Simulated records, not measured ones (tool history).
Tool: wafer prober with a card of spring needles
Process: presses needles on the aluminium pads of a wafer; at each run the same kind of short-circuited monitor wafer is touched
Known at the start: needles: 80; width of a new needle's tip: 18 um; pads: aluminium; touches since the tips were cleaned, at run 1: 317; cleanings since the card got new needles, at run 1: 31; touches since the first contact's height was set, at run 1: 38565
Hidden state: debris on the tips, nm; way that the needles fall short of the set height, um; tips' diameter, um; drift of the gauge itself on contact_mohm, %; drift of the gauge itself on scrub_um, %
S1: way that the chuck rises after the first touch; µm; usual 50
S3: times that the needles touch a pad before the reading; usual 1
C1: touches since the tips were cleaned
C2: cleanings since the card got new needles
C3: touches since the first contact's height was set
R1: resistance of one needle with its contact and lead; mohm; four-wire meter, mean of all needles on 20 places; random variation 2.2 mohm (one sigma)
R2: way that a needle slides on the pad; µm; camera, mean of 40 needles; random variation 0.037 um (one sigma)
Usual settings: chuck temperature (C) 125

{"run": 1, "day": 0.0, "S1": 50, "chuck temperature (C)": 125, "S3": 1, "C1": 317, "C2": 31, "C3": 38565, "R1": 306, "R2": 12.92}
{"run": 2, "day": 0.638, "S1": 50, "chuck temperature (C)": 125, "S3": 1, "C1": 5608, "C2": 31, "C3": 43856, "R1": 572, "R2": 12.89}
{"day": 0.679, "done": "tips cleaned on abrasive film"}
{"day": 1.438, "done": "tips cleaned on abrasive film"}
{"run": 3, "day": 1.583, "S1": 50, "chuck temperature (C)": 125, "S3": 1, "C1": 1207, "C2": 33, "C3": 51677, "R1": 415, "R2": 12.8}
{"day": 2.162, "done": "tips cleaned on abrasive film"}
{"run": 4, "day": 2.483, "S1": 50, "chuck temperature (C)": 125, "S3": 1, "C1": 2654, "C2": 34, "C3": 59128, "R1": 513, "R2": 12.8}
{"day": 2.917, "done": "tips cleaned on abrasive film"}
{"run": 5, "day": 3.188, "S1": 50, "chuck temperature (C)": 125, "S3": 1, "C1": 2251, "C2": 35, "C3": 64953, "R1": 498, "R2": 12.75}
{"day": 3.671, "done": "tips cleaned on abrasive film"}
{"run": 6, "day": 3.704, "S1": 50, "chuck temperature (C)": 125, "S3": 1, "C1": 287, "C2": 36, "C3": 69241, "R1": 309, "R2": 12.69}
{"day": 3.779, "done": "tips cleaned on abrasive film, once more"}
{"run": 7, "day": 4.412, "S1": 50, "chuck temperature (C)": 125, "S3": 1, "C1": 5281, "C2": 37, "C3": 75096, "R1": 593, "R2": 12.65}
{"day": 4.5, "done": "tips cleaned on abrasive film"}
{"run": 8, "day": 4.879, "S1": 50, "chuck temperature (C)": 125, "S3": 1, "C1": 3161, "C2": 38, "C3": 78959, "R1": 521, "R2": 12.59}
{"day": 5.254, "done": "tips cleaned on abrasive film"}
{"run": 9, "day": 5.371, "S1": 50, "chuck temperature (C)": 125, "S3": 1, "C1": 989, "C2": 39, "C3": 83004, "R1": 404, "R2": 12.59}
{"day": 5.975, "done": "tips cleaned on abrasive film"}
{"day": 6.271, "done": "height of the first contact set anew"}
{"run": 10, "day": 6.354, "S1": 50, "chuck temperature (C)": 125, "S3": 1, "C1": 3022, "C2": 40, "C3": 674, "R1": 538, "R2": 13.02}
{"day": 6.708, "done": "tips cleaned on abrasive film"}
{"run": 11, "day": 6.896, "S1": 39, "chuck temperature (C)": 95, "S3": 1, "C1": 1557, "C2": 41, "C3": 5153, "R1": 619, "R2": 10.14}
{"day": 7.475, "done": "tips cleaned on abrasive film"}
{"run": 12, "day": 7.567, "S1": 67, "chuck temperature (C)": 98, "S3": 2, "C1": 747, "C2": 42, "C3": 10712, "R1": 281, "R2": 17.43}
{"run": 13, "day": 8.012, "S1": 66, "chuck temperature (C)": 98, "S3": 1, "C1": 4460, "C2": 42, "C3": 14425, "R1": 437, "R2": 17.24}
{"day": 8.25, "done": "tips cleaned on abrasive film"}
{"run": 14, "day": 8.454, "S1": 66, "chuck temperature (C)": 98, "S3": 1, "C1": 1683, "C2": 43, "C3": 18058, "R1": 376, "R2": 17.14}
{"day": 9.038, "done": "tips cleaned on abrasive film"}
{"run": 15, "day": 9.196, "S1": 52, "chuck temperature (C)": 125, "S3": 2, "C1": 1311, "C2": 44, "C3": 24216, "R1": 351, "R2": 13.47}
{"day": 9.808, "done": "tips cleaned on abrasive film"}
{"run": 16, "day": 9.892, "S1": 52, "chuck temperature (C)": 125, "S3": 2, "C1": 686, "C2": 45, "C3": 29967, "R1": 313, "R2": 13.41}
{"day": 10.521, "done": "tips cleaned on abrasive film"}
{"run": 17, "day": 10.738, "S1": 55, "chuck temperature (C)": 125, "S3": 1, "C1": 1808, "C2": 46, "C3": 36978, "R1": 431, "R2": 14.22}

Some steps in R1 between neighbouring runs. How much of each would the tool show without its hidden state too (settings, what came in, random variation), and how much is left for the hidden state, with any gauge scatter that isn't in both results?
Run 11 -> 12: S1 39 -> 67, chuck temperature (C) 95 -> 98, S3 1 -> 2, tips cleaned on abrasive film. R1 -338 mohm: hidden state -322, all else -16.

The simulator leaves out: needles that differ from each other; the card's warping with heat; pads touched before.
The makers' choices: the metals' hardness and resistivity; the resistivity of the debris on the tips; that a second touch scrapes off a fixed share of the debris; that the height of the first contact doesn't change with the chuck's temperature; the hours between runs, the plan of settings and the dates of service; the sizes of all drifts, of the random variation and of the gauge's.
